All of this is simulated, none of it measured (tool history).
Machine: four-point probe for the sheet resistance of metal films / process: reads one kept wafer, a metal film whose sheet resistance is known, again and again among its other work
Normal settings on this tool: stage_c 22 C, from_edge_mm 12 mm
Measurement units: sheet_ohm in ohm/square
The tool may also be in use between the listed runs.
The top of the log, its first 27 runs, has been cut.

run	hour	stage_c	from_edge_mm	touches since the probe head was changed	hours of work since the stage's thermometer was calibrated	sheet_ohm
28	318.2	27	24	12790	451	2.566640
29	328.6	27	24	13119	456	2.566041
30	336.3	20	6	13364	460	2.616014
31	346.4	20	6	13684	466	2.616301
32	354.0	33	11	13927	470	2.586293
33	363.0	28	13	14213	475	2.577206
34	379.1	34	48	14724	483	2.570258
35	387.2	34	48	14981	488	2.570281
36	403.2	31	7	15490	496	2.611493
37	415.1	31	7	15867	502	2.611786
38	424.2	31	7	16155	507	2.611388
39	439.9	22	15	16653	516	2.567731
40	454.0	18	10	17103	523	2.575773
41	466.6	18	10	17502	530	2.575267
42	481.8	20	39	17986	538	2.557029
43	493.6	20	5	18358	544	2.641471
44	507.0	20	5	18786	551	2.642117
45	515.0	24	52	19040	556	2.561016

Below are 4 alternative next runs, each starting from the tool's condition after run 45. Predict each:
A	531.2	21	52	19552	564	?
B	531.2	27	20	19552	564	?
C	531.2	21	12	19552	564	?
D	531.2	22	3	19552	564	?

run	sheet_ohm
A	2.557582
B	2.569216
C	2.573133
D	2.780547
With no hidden state in the tool, these same runs would have given:
run	sheet_ohm
A	2.545045
B	2.556645
C	2.560524
D	2.767012
